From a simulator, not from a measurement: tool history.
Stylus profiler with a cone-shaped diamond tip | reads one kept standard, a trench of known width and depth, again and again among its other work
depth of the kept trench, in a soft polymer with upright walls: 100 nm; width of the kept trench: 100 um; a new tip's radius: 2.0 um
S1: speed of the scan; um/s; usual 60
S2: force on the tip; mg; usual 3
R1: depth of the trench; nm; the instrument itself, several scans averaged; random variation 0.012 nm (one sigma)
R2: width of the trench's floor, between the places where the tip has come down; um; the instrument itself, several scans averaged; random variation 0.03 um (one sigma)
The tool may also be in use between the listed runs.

run 1 hour=0 | S1=60 S2=3 | R1=101.57 R2=98.49
run 2 hour=34.4 | S1=60 S2=3 | R1=101.56 R2=98.52
run 3 hour=87.4 | S1=60 S2=3 | R1=101.57 R2=98.54
run 4 hour=139.2 | S1=60 S2=3 | R1=101.57 R2=98.52
run 5 hour=205.4 | S1=16 S2=3 | R1=101.57 R2=98.71
run 6 hour=234.2 | S1=16 S2=3.55 | R1=101.75 R2=98.69
run 7 hour=294.2 | S1=16 S2=3.55 | R1=101.77 R2=98.67
run 8 hour=341.7 | S1=16 S2=3.55 | R1=101.76 R2=98.74
run 9 hour=405.5 | S1=17 S2=7.76 | R1=102.94 R2=98.67
run 10 hour=458.6 | S1=68 S2=3.27 | R1=101.67 R2=98.53
run 11 hour=513.3 | S1=35 S2=3.74 | R1=101.82 R2=98.62

Forecast run 12:
run 12 hour=555.8 | S1=76 S2=1.47 | R1=? R2=?

Run 12 gave R1 100.95 nm, R2 98.35 um.
Without the tool's hidden state the same run would have given R1 100.95 nm, R2 98.37 um.
